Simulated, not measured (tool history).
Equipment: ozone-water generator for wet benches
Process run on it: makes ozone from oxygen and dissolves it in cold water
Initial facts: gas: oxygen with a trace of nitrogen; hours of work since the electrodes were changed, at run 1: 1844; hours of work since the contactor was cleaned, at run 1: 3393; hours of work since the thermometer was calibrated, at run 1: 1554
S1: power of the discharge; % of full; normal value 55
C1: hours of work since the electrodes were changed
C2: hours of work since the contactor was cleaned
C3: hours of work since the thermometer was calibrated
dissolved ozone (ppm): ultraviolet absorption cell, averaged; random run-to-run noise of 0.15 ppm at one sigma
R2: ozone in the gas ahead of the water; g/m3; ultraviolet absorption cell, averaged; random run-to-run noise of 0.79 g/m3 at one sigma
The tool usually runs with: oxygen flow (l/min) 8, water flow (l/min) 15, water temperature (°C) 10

run 1 day=0 | S1=55 oxygen_flow_(l/min)=8 water_flow_(l/min)=15 water_temperature_(°C)=10 | C1=1844 C2=3393 C3=1554 | dissolved_ozone_(ppm)=17.2 R2=118.7
run 2 day=4.45 | S1=46 oxygen_flow_(l/min)=8 water_flow_(l/min)=15 water_temperature_(°C)=10 | C1=1940 C2=3490 C3=1650 | dissolved_ozone_(ppm)=15.1 R2=102.9
run 3 day=8.283 | S1=55 oxygen_flow_(l/min)=8 water_flow_(l/min)=15 water_temperature_(°C)=10 | C1=2024 C2=3573 C3=1734 | dissolved_ozone_(ppm)=16.8 R2=118.6
run 4 day=12.358 | S1=55 oxygen_flow_(l/min)=8 water_flow_(l/min)=15 water_temperature_(°C)=10 | C1=2112 C2=3661 C3=1822 | dissolved_ozone_(ppm)=17.1 R2=117.4
run 5 day=14.592 | S1=55 oxygen_flow_(l/min)=8 water_flow_(l/min)=15 water_temperature_(°C)=10 | C1=2160 C2=3710 C3=1870 | dissolved_ozone_(ppm)=16.8 R2=117.1
run 6 day=19.429 | S1=55 oxygen_flow_(l/min)=8 water_flow_(l/min)=15 water_temperature_(°C)=10 | C1=2265 C2=3815 C3=1975 | dissolved_ozone_(ppm)=16.8 R2=117
run 7 day=23.646 | S1=55 oxygen_flow_(l/min)=8 water_flow_(l/min)=15 water_temperature_(°C)=10 | C1=2357 C2=3906 C3=2067 | dissolved_ozone_(ppm)=16.8 R2=117.1
run 8 day=26.271 | S1=55 oxygen_flow_(l/min)=8 water_flow_(l/min)=15 water_temperature_(°C)=10 | C1=2414 C2=3963 C3=2124 | dissolved_ozone_(ppm)=16.8 R2=117.3
run 9 day=28.829 | S1=55 oxygen_flow_(l/min)=8 water_flow_(l/min)=15 water_temperature_(°C)=10 | C1=2469 C2=4019 C3=2179 | dissolved_ozone_(ppm)=16.8 R2=117.1
run 10 day=32.962 | S1=55 oxygen_flow_(l/min)=8 water_flow_(l/min)=15 water_temperature_(°C)=10 | C1=2559 C2=4108 C3=2269 | dissolved_ozone_(ppm)=16.6 R2=117.2
run 11 day=35.721 | S1=55 oxygen_flow_(l/min)=8 water_flow_(l/min)=15 water_temperature_(°C)=10 | C1=2619 C2=4168 C3=2329 | dissolved_ozone_(ppm)=16.6 R2=116.4
run 12 day=40.233 | S1=55 oxygen_flow_(l/min)=8 water_flow_(l/min)=15 water_temperature_(°C)=10 | C1=2717 C2=4266 C3=2427 | dissolved_ozone_(ppm)=16.5 R2=114.2
run 13 day=45.146 | S1=55 oxygen_flow_(l/min)=8 water_flow_(l/min)=15 water_temperature_(°C)=10 | C1=2823 C2=4372 C3=2533 | dissolved_ozone_(ppm)=16.6 R2=115.7
run 14 day=48.504 | S1=55 oxygen_flow_(l/min)=8 water_flow_(l/min)=15 water_temperature_(°C)=10 | C1=2896 C2=4445 C3=2606 | dissolved_ozone_(ppm)=16.3 R2=115.5
run 15 day=52.521 | S1=55 oxygen_flow_(l/min)=8 water_flow_(l/min)=15 water_temperature_(°C)=10 | C1=2983 C2=4532 C3=2693 | dissolved_ozone_(ppm)=16.3 R2=116.1
run 16 day=57.192 | S1=55 oxygen_flow_(l/min)=8 water_flow_(l/min)=15 water_temperature_(°C)=10 | C1=3085 C2=4634 C3=2795 | dissolved_ozone_(ppm)=16.2 R2=115.4
-- day=58.467 water thermometer calibrated
-- day=61.908 contactor cleaned
run 17 day=61.908 | S1=55 oxygen_flow_(l/min)=8 water_flow_(l/min)=15 water_temperature_(°C)=10 | C1=3183 C2=0 C3=71 | dissolved_ozone_(ppm)=17.5 R2=114.7
run 18 day=65.908 | S1=97 oxygen_flow_(l/min)=4.62 water_flow_(l/min)=20 water_temperature_(°C)=13 | C1=3270 C2=87 C3=158 | dissolved_ozone_(ppm)=17.8 R2=211.8
run 19 day=70.988 | S1=97 oxygen_flow_(l/min)=4.42 water_flow_(l/min)=15 water_temperature_(°C)=7 | C1=3380 C2=197 C3=268 | dissolved_ozone_(ppm)=25.2 R2=219.5
run 20 day=75.179 | S1=55 oxygen_flow_(l/min)=8.8 water_flow_(l/min)=11 water_temperature_(°C)=10 | C1=3471 C2=288 C3=359 | dissolved_ozone_(ppm)=21.5 R2=109.8
run 21 day=79.358 | S1=74 oxygen_flow_(l/min)=8.6 water_flow_(l/min)=11 water_temperature_(°C)=10 | C1=3561 C2=379 C3=450 | dissolved_ozone_(ppm)=25.9 R2=137.7
run 22 day=82.512 | S1=74 oxygen_flow_(l/min)=8.6 water_flow_(l/min)=11 water_temperature_(°C)=10 | C1=3630 C2=447 C3=518 | dissolved_ozone_(ppm)=26.3 R2=136.5
run 23 day=86.3 | S1=53 oxygen_flow_(l/min)=4.83 water_flow_(l/min)=10 water_temperature_(°C)=10 | C1=3712 C2=529 C3=600 | dissolved_ozone_(ppm)=21.7 R2=133.7
run 24 day=88.954 | S1=53 oxygen_flow_(l/min)=4.83 water_flow_(l/min)=10 water_temperature_(°C)=10 | C1=3770 C2=587 C3=658 | dissolved_ozone_(ppm)=21.9 R2=135.3
-- day=89.767 water thermometer calibrated, once more
run 25 day=93.438 | S1=53 oxygen_flow_(l/min)=4.83 water_flow_(l/min)=10 water_temperature_(°C)=10 | C1=3866 C2=684 C3=80 | dissolved_ozone_(ppm)=22.3 R2=135.6
run 26 day=97.992 | S1=53 oxygen_flow_(l/min)=4.83 water_flow_(l/min)=10 water_temperature_(°C)=10 | C1=3965 C2=782 C3=178 | dissolved_ozone_(ppm)=21.8 R2=134.6
run 27 day=101.104 | S1=40 oxygen_flow_(l/min)=4.83 water_flow_(l/min)=18 water_temperature_(°C)=13 | C1=4033 C2=850 C3=246 | dissolved_ozone_(ppm)=10.6 R2=111.7
run 28 day=105.029 | S1=40 oxygen_flow_(l/min)=4.59 water_flow_(l/min)=19 water_temperature_(°C)=11 | C1=4118 C2=935 C3=331 | dissolved_ozone_(ppm)=10 R2=111.9
run 29 day=107.308 | S1=55 oxygen_flow_(l/min)=6.45 water_flow_(l/min)=20 water_temperature_(°C)=15 | C1=4167 C2=985 C3=381 | dissolved_ozone_(ppm)=12 R2=121.5
run 30 day=109.571 | S1=55 oxygen_flow_(l/min)=8 water_flow_(l/min)=15 water_temperature_(°C)=16 | C1=4216 C2=1034 C3=430 | dissolved_ozone_(ppm)=15.1 R2=113.1
run 31 day=112.442 | S1=55 oxygen_flow_(l/min)=8 water_flow_(l/min)=15 water_temperature_(°C)=6 | C1=4279 C2=1096 C3=492 | dissolved_ozone_(ppm)=18.3 R2=111.1
run 32 day=117.042 | S1=55 oxygen_flow_(l/min)=8 water_flow_(l/min)=15 water_temperature_(°C)=6 | C1=4379 C2=1196 C3=592 | dissolved_ozone_(ppm)=17.9 R2=112.1
run 33 day=121.662 | S1=55 oxygen_flow_(l/min)=14.31 water_flow_(l/min)=17 water_temperature_(°C)=8 | C1=4479 C2=1296 C3=692 | dissolved_ozone_(ppm)=15.9 R2=88.1

Branching from run 33: 3 alternative next runs. What would each branch give?
run A day=124.471 | S1=84 oxygen_flow_(l/min)=4.28 water_flow_(l/min)=11 water_temperature_(°C)=10 | C1=4540 C2=1357 C3=753 | dissolved_ozone_(ppm)=? R2=?
run B day=124.471 | S1=55 oxygen_flow_(l/min)=14.31 water_flow_(l/min)=18 water_temperature_(°C)=5 | C1=4540 C2=1357 C3=753 | dissolved_ozone_(ppm)=? R2=?
run C day=124.471 | S1=54 oxygen_flow_(l/min)=8 water_flow_(l/min)=15 water_temperature_(°C)=10 | C1=4540 C2=1357 C3=753 | dissolved_ozone_(ppm)=? R2=?

run=A dissolved_ozone_(ppm)=27.1 R2=190.5
run=B dissolved_ozone_(ppm)=16.2 R2=87.1
run=C dissolved_ozone_(ppm)=16.6 R2=110.6
Stripped of hidden state, with their random variation kept, the same runs would have yielded:
run=A dissolved_ozone_(ppm)=31.4 R2=216.9
run=B dissolved_ozone_(ppm)=18.2 R2=95.8
run=C dissolved_ozone_(ppm)=18.6 R2=121.3
